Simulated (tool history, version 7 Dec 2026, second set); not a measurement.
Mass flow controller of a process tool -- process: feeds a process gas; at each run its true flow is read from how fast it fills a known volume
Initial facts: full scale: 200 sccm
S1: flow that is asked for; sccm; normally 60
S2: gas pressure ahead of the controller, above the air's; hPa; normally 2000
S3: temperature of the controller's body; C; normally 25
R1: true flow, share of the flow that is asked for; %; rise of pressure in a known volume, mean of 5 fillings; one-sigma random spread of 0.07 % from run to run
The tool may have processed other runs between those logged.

{"run": 1, "hour": 0.0, "S1": 60, "S2": 2000, "S3": 25, "R1": 98.96}
{"run": 2, "hour": 77.7, "S1": 60, "S2": 2000, "S3": 25, "R1": 98.91}
{"run": 3, "hour": 130.0, "S1": 60, "S2": 2000, "S3": 25, "R1": 98.92}
{"run": 4, "hour": 178.3, "S1": 60, "S2": 2000, "S3": 25, "R1": 98.82}
{"run": 5, "hour": 225.8, "S1": 60, "S2": 2000, "S3": 25, "R1": 98.86}
{"run": 6, "hour": 281.9, "S1": 60, "S2": 2000, "S3": 25, "R1": 98.94}
{"run": 7, "hour": 352.4, "S1": 60, "S2": 2000, "S3": 25, "R1": 99.0}
{"run": 8, "hour": 411.3, "S1": 60, "S2": 2000, "S3": 25, "R1": 98.91}
{"run": 9, "hour": 464.7, "S1": 60, "S2": 1750, "S3": 25, "R1": 98.95}
{"run": 10, "hour": 515.5, "S1": 60, "S2": 2000, "S3": 36, "R1": 97.87}
{"run": 11, "hour": 563.0, "S1": 60, "S2": 2000, "S3": 36, "R1": 98.16}
{"run": 12, "hour": 609.9, "S1": 60, "S2": 2000, "S3": 36, "R1": 97.99}
{"run": 13, "hour": 690.9, "S1": 60, "S2": 1720, "S3": 25, "R1": 99.11}
{"run": 14, "hour": 744.6, "S1": 60, "S2": 1720, "S3": 34, "R1": 98.29}
{"run": 15, "hour": 816.2, "S1": 60, "S2": 1720, "S3": 34, "R1": 98.08}
{"run": 16, "hour": 858.7, "S1": 60, "S2": 1720, "S3": 34, "R1": 98.33}
{"run": 17, "hour": 943.0, "S1": 60, "S2": 1720, "S3": 34, "R1": 98.23}
{"run": 18, "hour": 999.4, "S1": 160, "S2": 2000, "S3": 25, "R1": 99.87}
{"run": 19, "hour": 1059.2, "S1": 42, "S2": 2000, "S3": 29, "R1": 98.7}
{"run": 20, "hour": 1145.4, "S1": 42, "S2": 2000, "S3": 29, "R1": 98.57}
{"run": 21, "hour": 1187.4, "S1": 42, "S2": 2000, "S3": 29, "R1": 98.77}
{"run": 22, "hour": 1243.5, "S1": 25, "S2": 2520, "S3": 32, "R1": 98.7}
{"run": 23, "hour": 1287.6, "S1": 31, "S2": 2570, "S3": 25, "R1": 99.19}
{"run": 24, "hour": 1343.9, "S1": 94, "S2": 2000, "S3": 25, "R1": 99.32}
{"run": 25, "hour": 1415.3, "S1": 94, "S2": 2000, "S3": 25, "R1": 99.36}
{"run": 26, "hour": 1497.1, "S1": 51, "S2": 2000, "S3": 25, "R1": 99.21}
{"run": 27, "hour": 1579.3, "S1": 60, "S2": 2000, "S3": 30, "R1": 98.77}
{"run": 28, "hour": 1660.8, "S1": 60, "S2": 2000, "S3": 30, "R1": 98.8}
{"run": 29, "hour": 1720.2, "S1": 39, "S2": 1820, "S3": 37, "R1": 98.02}
{"run": 30, "hour": 1777.7, "S1": 60, "S2": 1870, "S3": 30, "R1": 98.9}
{"run": 31, "hour": 1837.0, "S1": 44, "S2": 1700, "S3": 37, "R1": 98.18}
{"run": 32, "hour": 1893.1, "S1": 21, "S2": 1620, "S3": 37, "R1": 98.47}
{"run": 33, "hour": 1963.7, "S1": 21, "S2": 1620, "S3": 37, "R1": 98.64}
{"run": 34, "hour": 2050.4, "S1": 21, "S2": 1620, "S3": 37, "R1": 98.57}
{"run": 35, "hour": 2124.1, "S1": 21, "S2": 1620, "S3": 37, "R1": 98.67}
{"run": 36, "hour": 2161.6, "S1": 21, "S2": 2640, "S3": 25, "R1": 99.71}

For some of the steps in R1 from one run to the next: how much would appear even if the tool had no hidden state, given the settings, what came in and random variation, and how much remains for the hidden state plus any gauge scatter that the measured result and the result without hidden state don't share?
Hidden state at play: flow at rest that the sensor doesn't see, % of full scale; true flow over the shown one, %; drift of the gauge itself on true_pct, %.
Run 12 -> 13: S2 2000 -> 1720, S3 36 -> 25. R1 +1.12 %: hidden state +0.02, all else +1.10.
Run 17 -> 18: S1 60 -> 160, S2 1720 -> 2000, S3 34 -> 25. R1 +1.64 %: hidden state -0.16, all else +1.80.
Run 18 -> 19: S1 160 -> 42, S3 25 -> 29. R1 -1.17 %: hidden state +0.30, all else -1.47.
Run 21 -> 22: S1 42 -> 25, S2 2000 -> 2520, S3 29 -> 32. R1 -0.07 %: hidden state +0.31, all else -0.38.
Run 23 -> 24: S1 31 -> 94, S2 2570 -> 2000. R1 +0.13 %: hidden state -0.40, all else +0.53.
Run 31 -> 32: S1 44 -> 21, S2 1700 -> 1620. R1 +0.29 %: hidden state +0.59, all else -0.30.

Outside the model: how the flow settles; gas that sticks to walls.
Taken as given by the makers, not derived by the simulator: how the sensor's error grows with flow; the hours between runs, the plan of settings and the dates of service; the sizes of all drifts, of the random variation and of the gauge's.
